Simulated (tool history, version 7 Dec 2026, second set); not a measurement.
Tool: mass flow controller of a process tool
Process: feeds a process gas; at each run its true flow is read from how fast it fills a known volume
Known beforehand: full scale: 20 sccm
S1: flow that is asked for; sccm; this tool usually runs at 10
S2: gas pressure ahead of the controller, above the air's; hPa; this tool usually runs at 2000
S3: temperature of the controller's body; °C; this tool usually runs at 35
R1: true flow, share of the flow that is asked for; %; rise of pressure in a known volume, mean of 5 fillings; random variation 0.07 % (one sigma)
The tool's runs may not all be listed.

{"run": 1, "hour": 0.0, "S1": 10, "S2": 2000, "S3": 35, "R1": 98.06}
{"run": 2, "hour": 213.8, "S1": 10, "S2": 2000, "S3": 35, "R1": 97.77}
{"run": 3, "hour": 409.2, "S1": 10, "S2": 2000, "S3": 35, "R1": 97.73}
{"run": 4, "hour": 597.5, "S1": 3, "S2": 2000, "S3": 35, "R1": 96.86}
{"run": 5, "hour": 766.8, "S1": 3, "S2": 2000, "S3": 35, "R1": 96.65}
{"run": 6, "hour": 931.9, "S1": 3, "S2": 2000, "S3": 35, "R1": 96.6}
{"run": 7, "hour": 1035.9, "S1": 3, "S2": 2000, "S3": 35, "R1": 96.61}
{"run": 8, "hour": 1187.8, "S1": 10, "S2": 2000, "S3": 22, "R1": 98.6}
{"run": 9, "hour": 1308.8, "S1": 10, "S2": 2000, "S3": 22, "R1": 98.74}
{"run": 10, "hour": 1425.6, "S1": 10, "S2": 2000, "S3": 34, "R1": 97.54}
{"run": 11, "hour": 1675.8, "S1": 10, "S2": 2000, "S3": 34, "R1": 97.49}
{"run": 12, "hour": 1902.5, "S1": 10, "S2": 2000, "S3": 34, "R1": 97.47}
{"run": 13, "hour": 2135.0, "S1": 10, "S2": 2000, "S3": 34, "R1": 97.39}
{"run": 14, "hour": 2284.2, "S1": 4, "S2": 2000, "S3": 35, "R1": 96.46}
{"run": 15, "hour": 2387.5, "S1": 6, "S2": 2000, "S3": 35, "R1": 96.66}
{"run": 16, "hour": 2547.7, "S1": 10, "S2": 2000, "S3": 35, "R1": 97.18}
{"run": 17, "hour": 2803.1, "S1": 10, "S2": 2000, "S3": 35, "R1": 97.12}
{"run": 18, "hour": 2994.2, "S1": 10, "S2": 1970, "S3": 35, "R1": 96.91}
{"run": 19, "hour": 3133.1, "S1": 10, "S2": 1970, "S3": 35, "R1": 97.02}
{"run": 20, "hour": 3370.1, "S1": 10, "S2": 1970, "S3": 35, "R1": 96.91}
{"run": 21, "hour": 3602.9, "S1": 10, "S2": 2000, "S3": 27, "R1": 97.46}
{"run": 22, "hour": 3806.0, "S1": 10, "S2": 2000, "S3": 27, "R1": 97.52}
{"run": 23, "hour": 3992.4, "S1": 10, "S2": 2000, "S3": 27, "R1": 97.49}
{"run": 24, "hour": 4217.8, "S1": 10, "S2": 2000, "S3": 27, "R1": 97.44}
{"run": 25, "hour": 4370.9, "S1": 10, "S2": 1900, "S3": 40, "R1": 96.43}
{"run": 26, "hour": 4477.6, "S1": 2, "S2": 2100, "S3": 36, "R1": 95.51}
{"run": 27, "hour": 4642.9, "S1": 2, "S2": 2100, "S3": 36, "R1": 95.47}
{"run": 28, "hour": 4770.4, "S1": 10, "S2": 2000, "S3": 35, "R1": 96.68}
{"run": 29, "hour": 4999.7, "S1": 10, "S2": 2000, "S3": 35, "R1": 96.58}
{"run": 30, "hour": 5256.0, "S1": 7, "S2": 2070, "S3": 35, "R1": 96.21}
{"run": 31, "hour": 5479.4, "S1": 11, "S2": 1780, "S3": 35, "R1": 96.62}
{"run": 32, "hour": 5718.9, "S1": 11, "S2": 1780, "S3": 35, "R1": 96.76}
{"run": 33, "hour": 5943.4, "S1": 5, "S2": 2050, "S3": 38, "R1": 95.51}
{"run": 34, "hour": 6139.6, "S1": 5, "S2": 2050, "S3": 38, "R1": 95.44}
{"run": 35, "hour": 6274.1, "S1": 3, "S2": 1650, "S3": 27, "R1": 96.24}
{"run": 36, "hour": 6400.4, "S1": 10, "S2": 1590, "S3": 21, "R1": 97.63}
{"hour": 6487.9, "done": "gauge calibrated"}
{"run": 37, "hour": 6510.0, "S1": 10, "S2": 2000, "S3": 24, "R1": 98.81}
{"run": 38, "hour": 6759.3, "S1": 3, "S2": 1670, "S3": 37, "R1": 96.79}
{"hour": 6794.6, "done": "controller's zero set anew"}
{"run": 39, "hour": 6938.2, "S1": 13, "S2": 2130, "S3": 34, "R1": 98.26}
{"run": 40, "hour": 7190.6, "S1": 13, "S2": 2130, "S3": 34, "R1": 98.05}
{"run": 41, "hour": 7404.8, "S1": 20, "S2": 1620, "S3": 21, "R1": 100.11}
{"run": 42, "hour": 7608.5, "S1": 3, "S2": 2000, "S3": 35, "R1": 96.63}
{"run": 43, "hour": 7788.4, "S1": 3, "S2": 2000, "S3": 35, "R1": 96.52}
{"run": 44, "hour": 7894.3, "S1": 19, "S2": 2050, "S3": 38, "R1": 98.45}
{"hour": 8002.9, "done": "controller exchanged for a calibrated one"}
{"run": 45, "hour": 8032.9, "S1": 16, "S2": 2120, "S3": 38, "R1": 98.13}
{"run": 46, "hour": 8170.5, "S1": 16, "S2": 2120, "S3": 37, "R1": 97.99}
{"run": 47, "hour": 8337.6, "S1": 10, "S2": 1610, "S3": 35, "R1": 97.62}

4 ways to go on from here, each from the tool as it stands after run 47. What would each give?
{"run": "A", "hour": 8533.5, "S1": 5, "S2": 2250, "S3": 32, "R1": "?"}
{"run": "B", "hour": 8533.5, "S1": 17, "S2": 1460, "S3": 28, "R1": "?"}
{"run": "C", "hour": 8533.5, "S1": 15, "S2": 1960, "S3": 26, "R1": "?"}
{"run": "D", "hour": 8533.5, "S1": 10, "S2": 2760, "S3": 23, "R1": "?"}

run=A R1=96.74
run=B R1=99.07
run=C R1=98.67
run=D R1=98.06
Stripped of hidden state, with their random variation kept, the same runs would have yielded:
run=A R1=97.23
run=B R1=99.58
run=C R1=99.18
run=D R1=98.56
